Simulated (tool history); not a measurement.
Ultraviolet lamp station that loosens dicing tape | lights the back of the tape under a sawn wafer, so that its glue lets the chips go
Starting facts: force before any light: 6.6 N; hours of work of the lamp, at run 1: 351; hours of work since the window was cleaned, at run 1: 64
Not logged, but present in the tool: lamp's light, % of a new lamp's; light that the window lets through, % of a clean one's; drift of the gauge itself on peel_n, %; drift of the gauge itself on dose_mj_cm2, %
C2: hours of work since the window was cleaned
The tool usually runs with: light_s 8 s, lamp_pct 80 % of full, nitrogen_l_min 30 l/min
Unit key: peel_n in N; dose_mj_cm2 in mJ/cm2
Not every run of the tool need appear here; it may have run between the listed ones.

Run 1, day 0.000: usual settings; hours of work of the lamp 351; C2 64. Result: peel_n 0.862 N, dose_mj_cm2 398 mJ/cm2.
Run 2, day 0.608: usual settings; hours of work of the lamp 360; C2 72. Result: peel_n 0.851 N, dose_mj_cm2 402 mJ/cm2.
Run 3, day 1.404: usual settings; hours of work of the lamp 371; C2 84. Result: peel_n 0.863 N, dose_mj_cm2 400 mJ/cm2.
Run 4, day 2.071: usual settings; hours of work of the lamp 381; C2 93. Result: peel_n 0.856 N, dose_mj_cm2 395 mJ/cm2.
Run 5, day 2.729: usual settings; hours of work of the lamp 390; C2 102. Result: peel_n 0.881 N, dose_mj_cm2 392 mJ/cm2.
Run 6, day 3.312: usual settings but light_s 15 s; hours of work of the lamp 398; C2 111. Result: peel_n 0.226 N, dose_mj_cm2 744 mJ/cm2.
Run 7, day 3.850: usual settings but light_s 7 s; hours of work of the lamp 406; C2 118. Result: peel_n 1.153 N, dose_mj_cm2 344 mJ/cm2.
Run 8, day 4.317: usual settings but light_s 7 s; hours of work of the lamp 412; C2 125. Result: peel_n 1.168 N, dose_mj_cm2 343 mJ/cm2.
Run 9, day 4.708: usual settings but light_s 7 s; hours of work of the lamp 418; C2 131. Result: peel_n 1.168 N, dose_mj_cm2 341 mJ/cm2.
Run 10, day 5.129: usual settings but light_s 7 s, nitrogen_l_min 33 l/min; hours of work of the lamp 424; C2 137. Result: peel_n 1.086 N, dose_mj_cm2 337 mJ/cm2.
Run 11, day 5.625: usual settings but light_s 7 s, nitrogen_l_min 33 l/min; hours of work of the lamp 431; C2 144. Result: peel_n 1.151 N, dose_mj_cm2 339 mJ/cm2.
Run 12, day 6.300: usual settings but light_s 7 s, nitrogen_l_min 33 l/min; hours of work of the lamp 441; C2 153. Result: peel_n 1.181 N, dose_mj_cm2 334 mJ/cm2.
Run 13, day 6.825: usual settings but light_s 5 s; hours of work of the lamp 448; C2 161. Result: peel_n 1.937 N, dose_mj_cm2 239 mJ/cm2.
Run 14, day 7.308: usual settings but light_s 5 s; hours of work of the lamp 455; C2 168. Result: peel_n 1.944 N, dose_mj_cm2 237 mJ/cm2.
Run 15, day 8.183: usual settings but nitrogen_l_min 39 l/min; hours of work of the lamp 467; C2 180. Result: peel_n 0.867 N, dose_mj_cm2 373 mJ/cm2.
Run 16, day 8.700: usual settings but lamp_pct 92 % of full; hours of work of the lamp 475; C2 187. Result: peel_n 0.773 N, dose_mj_cm2 428 mJ/cm2.
Run 17, day 9.317: usual settings; hours of work of the lamp 483; C2 196. Result: peel_n 1.048 N, dose_mj_cm2 371 mJ/cm2.
Run 18, day 10.167: usual settings but light_s 5 s; hours of work of the lamp 496; C2 208. Result: peel_n 1.990 N, dose_mj_cm2 234 mJ/cm2.
Run 19, day 10.821: usual settings but lamp_pct 69 % of full; hours of work of the lamp 505; C2 217. Result: peel_n 1.304 N, dose_mj_cm2 315 mJ/cm2.
Run 20, day 11.429: usual settings but lamp_pct 65 % of full; hours of work of the lamp 513; C2 226. Result: peel_n 1.391 N, dose_mj_cm2 297 mJ/cm2.
Run 21, day 11.804: usual settings; hours of work of the lamp 519; C2 231. Result: peel_n 1.021 N, dose_mj_cm2 360 mJ/cm2.
Run 22, day 12.421: usual settings; hours of work of the lamp 528; C2 240. Result: peel_n 1.054 N, dose_mj_cm2 364 mJ/cm2.
Run 23, day 12.829: usual settings but light_s 9 s, nitrogen_l_min 20 l/min; hours of work of the lamp 533; C2 246. Result: peel_n 1.027 N, dose_mj_cm2 403 mJ/cm2.
Run 24, day 13.450: usual settings but light_s 9 s, nitrogen_l_min 20 l/min; hours of work of the lamp 542; C2 255. Result: peel_n 1.029 N, dose_mj_cm2 404 mJ/cm2.
Run 25, day 13.829: usual settings but light_s 9 s, lamp_pct 90 % of full, nitrogen_l_min 51 l/min; hours of work of the lamp 548; C2 260. Result: peel_n 0.531 N, dose_mj_cm2 449 mJ/cm2.
Run 26, day 14.662: usual settings but light_s 4 s, lamp_pct 70 % of full; hours of work of the lamp 559; C2 272. Result: peel_n 3.014 N, dose_mj_cm2 154 mJ/cm2.
Run 27, day 15.192: usual settings but light_s 4 s, lamp_pct 70 % of full; hours of work of the lamp 567; C2 280. Result: peel_n 2.940 N, dose_mj_cm2 153 mJ/cm2.
Run 28, day 15.646: usual settings but light_s 16 s, lamp_pct 72 % of full, nitrogen_l_min 15 l/min; hours of work of the lamp 573; C2 286. Result: peel_n 0.515 N, dose_mj_cm2 629 mJ/cm2.
Run 29, day 16.038: usual settings but light_s 16 s, lamp_pct 72 % of full, nitrogen_l_min 15 l/min; hours of work of the lamp 579; C2 292. Result: peel_n 0.501 N, dose_mj_cm2 623 mJ/cm2.
Run 30, day 16.946: usual settings but nitrogen_l_min 25 l/min; hours of work of the lamp 592; C2 304. Result: peel_n 1.201 N, dose_mj_cm2 347 mJ/cm2.
Run 31, day 17.350: usual settings but light_s 15 s, nitrogen_l_min 22 l/min; hours of work of the lamp 598; C2 310. Result: peel_n 0.374 N, dose_mj_cm2 642 mJ/cm2.
Run 32, day 18.138: usual settings but light_s 15 s, nitrogen_l_min 22 l/min; hours of work of the lamp 609; C2 321. Result: peel_n 0.369 N, dose_mj_cm2 639 mJ/cm2.
At day 18.900: window cleaned of glue's vapour.
Run 33, day 19.008: usual settings but lamp_pct 77 % of full, nitrogen_l_min 39 l/min; hours of work of the lamp 621; C2 1. Result: peel_n 0.996 N, dose_mj_cm2 348 mJ/cm2.
Run 34, day 19.679: usual settings but light_s 5 s; hours of work of the lamp 630; C2 11. Result: peel_n 2.109 N, dose_mj_cm2 228 mJ/cm2.
Run 35, day 20.250: usual settings but light_s 12 s, lamp_pct 62 % of full, nitrogen_l_min 43 l/min; hours of work of the lamp 638; C2 19. Result: peel_n 0.670 N, dose_mj_cm2 419 mJ/cm2.
Run 36, day 20.850: usual settings but light_s 7 s, lamp_pct 66 % of full, nitrogen_l_min 16 l/min; hours of work of the lamp 647; C2 28. Result: peel_n 2.121 N, dose_mj_cm2 258 mJ/cm2.
Run 37, day 21.583: usual settings but light_s 7 s, lamp_pct 66 % of full, nitrogen_l_min 16 l/min; hours of work of the lamp 657; C2 38. Result: peel_n 2.096 N, dose_mj_cm2 255 mJ/cm2.
Run 38, day 22.183: usual settings but light_s 16 s, lamp_pct 84 % of full, nitrogen_l_min 18 l/min; hours of work of the lamp 666; C2 47. Result: peel_n 0.309 N, dose_mj_cm2 734 mJ/cm2.
Run 39, day 22.679: usual settings but nitrogen_l_min 16 l/min; hours of work of the lamp 673; C2 54. Result: peel_n 1.511 N, dose_mj_cm2 346 mJ/cm2.
Run 40, day 23.146: usual settings but nitrogen_l_min 18 l/min; hours of work of the lamp 680; C2 60. Result: peel_n 1.437 N, dose_mj_cm2 348 mJ/cm2.
Run 41, day 24.038: usual settings but nitrogen_l_min 13 l/min; hours of work of the lamp 692; C2 73. Result: peel_n 1.635 N, dose_mj_cm2 344 mJ/cm2.
Run 42, day 24.846: usual settings but lamp_pct 65 % of full, nitrogen_l_min 41 l/min; hours of work of the lamp 704; C2 84. Result: peel_n 1.478 N, dose_mj_cm2 278 mJ/cm2.
Run 43, day 25.596: usual settings but light_s 5 s, lamp_pct 67 % of full; hours of work of the lamp 714; C2 95. Result: peel_n 2.607 N, dose_mj_cm2 174 mJ/cm2.
Run 44, day 26.083: usual settings but light_s 5 s, lamp_pct 67 % of full; hours of work of the lamp 721; C2 102. Result: peel_n 2.652 N, dose_mj_cm2 175 mJ/cm2.

Predict each of these 3 candidate next runs independently; none follows another, all start after run 44:
At day 26.196: lamp changed.
Run A, day 26.604: usual settings but lamp_pct 70 % of full; hours of work of the lamp 6; C2 109. Result: peel_n ?, dose_mj_cm2 ?.
At day 26.196: lamp changed.
Run B, day 26.604: usual settings but nitrogen_l_min 13 l/min; hours of work of the lamp 6; C2 109. Result: peel_n ?, dose_mj_cm2 ?.
At day 26.196: lamp changed.
Run C, day 26.604: usual settings but light_s 5 s, nitrogen_l_min 49 l/min; hours of work of the lamp 6; C2 109. Result: peel_n ?, dose_mj_cm2 ?.

run  peel_n  dose_mj_cm2
  A   0.814          409
  B   1.057          466
  C   1.259          291
Without the tool's hidden state the same runs would have given:
run  peel_n  dose_mj_cm2
  A   0.766          422
  B   0.999          480
  C   1.197          300
